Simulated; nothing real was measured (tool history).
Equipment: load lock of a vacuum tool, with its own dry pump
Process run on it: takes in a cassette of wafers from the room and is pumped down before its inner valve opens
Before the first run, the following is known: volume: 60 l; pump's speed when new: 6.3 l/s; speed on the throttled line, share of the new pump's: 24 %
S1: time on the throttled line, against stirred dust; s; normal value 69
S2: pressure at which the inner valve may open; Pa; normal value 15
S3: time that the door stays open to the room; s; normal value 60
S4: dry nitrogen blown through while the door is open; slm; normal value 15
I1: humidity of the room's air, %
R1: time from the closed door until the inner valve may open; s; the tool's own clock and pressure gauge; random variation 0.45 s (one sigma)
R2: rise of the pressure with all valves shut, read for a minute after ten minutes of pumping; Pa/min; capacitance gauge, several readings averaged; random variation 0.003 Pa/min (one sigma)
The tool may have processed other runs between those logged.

run 1 hour=0 | S1=69 S2=15 S3=60 S4=15 | I1=44.4 | R1=137 R2=0.018
run 2 hour=269 | S1=69 S2=15 S3=60 S4=36 | I1=41.2 | R1=137.8 R2=0.013
run 3 hour=537.1 | S1=69 S2=15 S3=60 S4=36 | I1=45.9 | R1=138.4 R2=0.013
run 4 hour=666.7 | S1=69 S2=10 S3=60 S4=15 | I1=40.9 | R1=142.5 R2=0.02
run 5 hour=962.1 | S1=69 S2=10 S3=60 S4=15 | I1=47.3 | R1=142.6 R2=0.02
run 6 hour=1144.3 | S1=69 S2=30 S3=60 S4=15 | I1=46.2 | R1=131.7 R2=0.028
run 7 hour=1432.4 | S1=71 S2=15 S3=60 S4=15 | I1=45.5 | R1=139.6 R2=0.029
run 8 hour=1728.1 | S1=69 S2=24 S3=60 S4=12 | I1=45.1 | R1=133.9 R2=0.03
run 9 hour=1855.7 | S1=69 S2=24 S3=60 S4=12 | I1=46.6 | R1=134.7 R2=0.036
run 10 hour=2071.2 | S1=69 S2=24 S3=60 S4=8 | I1=42.4 | R1=134.5 R2=0.037
run 11 hour=2351.2 | S1=69 S2=24 S3=60 S4=8 | I1=44.9 | R1=133.8 R2=0.037
run 12 hour=2598.2 | S1=35 S2=13 S3=60 S4=15 | I1=45.2 | R1=114.1 R2=0.036
run 13 hour=2808.4 | S1=57 S2=10 S3=30 S4=20 | I1=42.7 | R1=132.9 R2=0.028
run 14 hour=2943.4 | S1=39 S2=26 S3=84 S4=15 | I1=48.3 | R1=110.6 R2=0.041

5 options for the next run, each taken on its own from the tool as it stands now. Forecast them:
run A hour=3099.9 | S1=88 S2=15 S3=60 S4=23 | I1=43.8 | R1=? R2=?
run B hour=3099.9 | S1=43 S2=18 S3=60 S4=11 | I1=44.3 | R1=? R2=?
run C hour=3099.9 | S1=39 S2=26 S3=68 S4=22 | I1=44.6 | R1=? R2=?
run D hour=3099.9 | S1=69 S2=15 S3=205 S4=40 | I1=48.2 | R1=? R2=?
run E hour=3099.9 | S1=67 S2=13 S3=84 S4=15 | I1=47.1 | R1=? R2=?

run=A R1=153.3 R2=0.035
run=B R1=118.1 R2=0.039
run=C R1=110.6 R2=0.037
run=D R1=140 R2=0.04
run=E R1=138.4 R2=0.035
With no hidden state in the tool, these same runs would have given:
run=A R1=151.4 R2=0.011
run=B R1=116 R2=0.016
run=C R1=108.6 R2=0.014
run=D R1=138 R2=0.017
run=E R1=136.4 R2=0.011
